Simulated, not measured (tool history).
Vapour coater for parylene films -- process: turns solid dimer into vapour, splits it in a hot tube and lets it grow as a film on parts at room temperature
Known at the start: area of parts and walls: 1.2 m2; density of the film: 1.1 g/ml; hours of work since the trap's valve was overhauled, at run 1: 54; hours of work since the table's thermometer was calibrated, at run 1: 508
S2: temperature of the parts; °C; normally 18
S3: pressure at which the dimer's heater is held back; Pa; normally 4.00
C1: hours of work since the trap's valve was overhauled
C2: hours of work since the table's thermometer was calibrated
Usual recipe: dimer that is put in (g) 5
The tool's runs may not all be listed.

{"run": 1, "hour": 0.0, "dimer that is put in (g)": 5, "S2": 18, "S3": 4.0, "C1": 54, "C2": 508, "thickness of the film (µm)": 1.83}
{"run": 2, "hour": 32.2, "dimer that is put in (g)": 5, "S2": 18, "S3": 4.0, "C1": 72, "C2": 527, "thickness of the film (µm)": 1.82}
{"run": 3, "hour": 62.3, "dimer that is put in (g)": 5, "S2": 18, "S3": 4.0, "C1": 90, "C2": 545, "thickness of the film (µm)": 1.82}
{"run": 4, "hour": 105.4, "dimer that is put in (g)": 5, "S2": 18, "S3": 4.0, "C1": 115, "C2": 570, "thickness of the film (µm)": 1.8}
{"run": 5, "hour": 137.5, "dimer that is put in (g)": 5, "S2": 18, "S3": 4.0, "C1": 134, "C2": 588, "thickness of the film (µm)": 1.8}
{"run": 6, "hour": 175.2, "dimer that is put in (g)": 5, "S2": 18, "S3": 4.0, "C1": 156, "C2": 610, "thickness of the film (µm)": 1.79}
{"run": 7, "hour": 213.5, "dimer that is put in (g)": 5, "S2": 18, "S3": 3.85, "C1": 178, "C2": 633, "thickness of the film (µm)": 1.79}
{"run": 8, "hour": 247.0, "dimer that is put in (g)": 5, "S2": 18, "S3": 3.85, "C1": 197, "C2": 652, "thickness of the film (µm)": 1.77}
{"run": 9, "hour": 275.7, "dimer that is put in (g)": 5, "S2": 18, "S3": 3.85, "C1": 214, "C2": 669, "thickness of the film (µm)": 1.77}
{"run": 10, "hour": 298.0, "dimer that is put in (g)": 4, "S2": 18, "S3": 3.85, "C1": 227, "C2": 682, "thickness of the film (µm)": 1.41}
{"run": 11, "hour": 330.1, "dimer that is put in (g)": 5, "S2": 18, "S3": 4.0, "C1": 246, "C2": 700, "thickness of the film (µm)": 1.71}
{"run": 12, "hour": 350.3, "dimer that is put in (g)": 5, "S2": 18, "S3": 4.0, "C1": 257, "C2": 712, "thickness of the film (µm)": 1.72}
{"run": 13, "hour": 380.4, "dimer that is put in (g)": 5, "S2": 18, "S3": 4.0, "C1": 275, "C2": 730, "thickness of the film (µm)": 1.7}
{"run": 14, "hour": 414.1, "dimer that is put in (g)": 5, "S2": 18, "S3": 4.0, "C1": 295, "C2": 749, "thickness of the film (µm)": 1.7}
{"run": 15, "hour": 457.1, "dimer that is put in (g)": 5, "S2": 18, "S3": 4.0, "C1": 320, "C2": 774, "thickness of the film (µm)": 1.67}
{"run": 16, "hour": 475.5, "dimer that is put in (g)": 3, "S2": 19, "S3": 4.0, "C1": 330, "C2": 785, "thickness of the film (µm)": 0.99}
{"hour": 488.6, "done": "trap's valve overhauled"}
{"run": 17, "hour": 498.6, "dimer that is put in (g)": 3, "S2": 19, "S3": 4.0, "C1": 6, "C2": 796, "thickness of the film (µm)": 1.09}
{"run": 18, "hour": 534.5, "dimer that is put in (g)": 8, "S2": 18, "S3": 4.0, "C1": 27, "C2": 817, "thickness of the film (µm)": 2.98}
{"run": 19, "hour": 574.2, "dimer that is put in (g)": 2, "S2": 17, "S3": 4.0, "C1": 50, "C2": 840, "thickness of the film (µm)": 0.77}
{"run": 20, "hour": 613.2, "dimer that is put in (g)": 2, "S2": 17, "S3": 4.0, "C1": 72, "C2": 863, "thickness of the film (µm)": 0.77}
{"run": 21, "hour": 644.5, "dimer that is put in (g)": 5, "S2": 18, "S3": 7.84, "C1": 91, "C2": 881, "thickness of the film (µm)": 1.66}
{"run": 22, "hour": 674.1, "dimer that is put in (g)": 5, "S2": 18, "S3": 2.01, "C1": 108, "C2": 898, "thickness of the film (µm)": 2.06}
{"run": 23, "hour": 699.9, "dimer that is put in (g)": 2, "S2": 12, "S3": 4.7, "C1": 123, "C2": 913, "thickness of the film (µm)": 0.8}
{"run": 24, "hour": 725.8, "dimer that is put in (g)": 2, "S2": 12, "S3": 4.7, "C1": 138, "C2": 928, "thickness of the film (µm)": 0.79}
{"hour": 743.2, "done": "table's thermometer calibrated"}
{"run": 25, "hour": 748.3, "dimer that is put in (g)": 3, "S2": 16, "S3": 4.8, "C1": 150, "C2": 3, "thickness of the film (µm)": 1.07}
{"run": 26, "hour": 777.0, "dimer that is put in (g)": 6, "S2": 22, "S3": 2.4, "C1": 167, "C2": 20, "thickness of the film (µm)": 2.12}

Consider 3 possible next runs. They are alternatives, not a sequence: every one starts from the tool as it was left by run 26. What does each give?
{"run": "A", "hour": 816.8, "dimer that is put in (g)": 7, "S2": 18, "S3": 10.11, "C1": 190, "C2": 43, "thickness of the film (µm)": "?"}
{"run": "B", "hour": 816.8, "dimer that is put in (g)": 6, "S2": 18, "S3": 8.67, "C1": 190, "C2": 43, "thickness of the film (µm)": "?"}
{"run": "C", "hour": 816.8, "dimer that is put in (g)": 3, "S2": 18, "S3": 4.0, "C1": 190, "C2": 43, "thickness of the film (µm)": "?"}

run=A thickness_of_the_film_(µm)=2.11
run=B thickness_of_the_film_(µm)=1.84
run=C thickness_of_the_film_(µm)=1.06
With the hidden condition removed and each run's random variation left untouched, the same runs would have given:
run=A thickness_of_the_film_(µm)=2.25
run=B thickness_of_the_film_(µm)=1.96
run=C thickness_of_the_film_(µm)=1.13
